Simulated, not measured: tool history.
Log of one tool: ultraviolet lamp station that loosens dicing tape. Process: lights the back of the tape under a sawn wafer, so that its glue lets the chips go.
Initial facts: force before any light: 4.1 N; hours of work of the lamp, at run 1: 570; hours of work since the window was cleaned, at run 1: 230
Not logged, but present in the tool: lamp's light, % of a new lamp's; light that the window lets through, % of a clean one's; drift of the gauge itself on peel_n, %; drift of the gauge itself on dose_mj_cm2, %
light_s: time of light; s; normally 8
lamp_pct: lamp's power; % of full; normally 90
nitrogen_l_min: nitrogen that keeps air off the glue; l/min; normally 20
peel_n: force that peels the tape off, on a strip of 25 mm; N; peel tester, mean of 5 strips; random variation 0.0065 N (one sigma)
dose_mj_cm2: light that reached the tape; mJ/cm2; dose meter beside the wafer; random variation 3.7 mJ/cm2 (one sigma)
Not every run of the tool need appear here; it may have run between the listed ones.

run    hour  light_s  lamp_pct  nitrogen_l_min  hours of work of the lamp  hours of work since the window was cleaned  peel_n  dose_mj_cm2
  1     0.0        8        90              20                        570                                         230   0.349          491
  2    47.8        8        73              20                        595                                         255   0.557          390
  3    88.2        8        90              20                        617                                         276   0.351          477
  4   114.3        8        90              20                        630                                         290   0.380          471
  5   164.4        8        90              20                        657                                         317   0.382          462
      184.1  -- window cleaned of glue's vapour
  6   197.5        8        90              20                        674                                           7   0.327          511
  7   226.4        8        90              20                        690                                          22   0.310          504
  8   256.0        8        90              20                        705                                          38   0.333          500
  9   311.5        8        78              20                        735                                          67   0.455          425
 10   345.9        8        78              26                        753                                          86   0.422          424
 11   382.9        8        78              26                        772                                         105   0.419          420
 12   406.2        8        90              20                        785                                         118   0.373          479
 13   453.1        8        90              20                        810                                         142   0.362          467
 14   505.7       10        90              20                        838                                         170   0.235          581
 15   532.1       10        90               8                        851                                         184   0.421          570
 16   584.4       16        76              20                        879                                         212   0.130          756
 17   608.0       16        76              20                        892                                         225   0.134          745
 18   646.5       11        76               7                        912                                         245   0.555          512
 19   674.3        6        93               8                        927                                         260   0.999          336
 20   713.6        6        93              21                        948                                         280   0.714          333
 21   739.1        5        65              20                        961                                         294   1.453          192
 22   786.6        5        64              30                        986                                         319   1.397          188
      800.2  -- window cleaned of glue's vapour
 23   836.3        5        81              10                       1012                                          19   1.321          262
 24   870.5        8        90               9                       1030                                          37   0.594          466
 25   909.2       14        90              20                       1051                                          58   0.121          795
 26   932.4       13        89              30                       1063                                          70   0.121          723
 27   980.6        8        90              40                       1089                                          96   0.303          441
 28  1020.0        8        90              40                       1110                                         116   0.310          433
 29  1067.1       12        65              40                       1135                                         141   0.293          464

Hidden state or all else? Some run-to-run changes of peel_n, split into what the settings, what came in and random variation would give without the hidden state, and what is left for the hidden state (with any gauge scatter that isn't in both results):
Run 17 -> 18: light_s 16 -> 11, nitrogen_l_min 20 -> 7. peel_n +0.421 N: hidden state +0.220, all else +0.201.
Run 20 -> 21: light_s 6 -> 5, lamp_pct 93 -> 65, nitrogen_l_min 21 -> 20. peel_n +0.739 N: hidden state +0.162, all else +0.577.
Run 23 -> 24: light_s 5 -> 8, lamp_pct 81 -> 90, nitrogen_l_min 10 -> 9. peel_n -0.727 N: hidden state -0.133, all else -0.594.
Run 24 -> 25: light_s 8 -> 14, nitrogen_l_min 9 -> 20. peel_n -0.473 N: hidden state -0.218, all else -0.255.
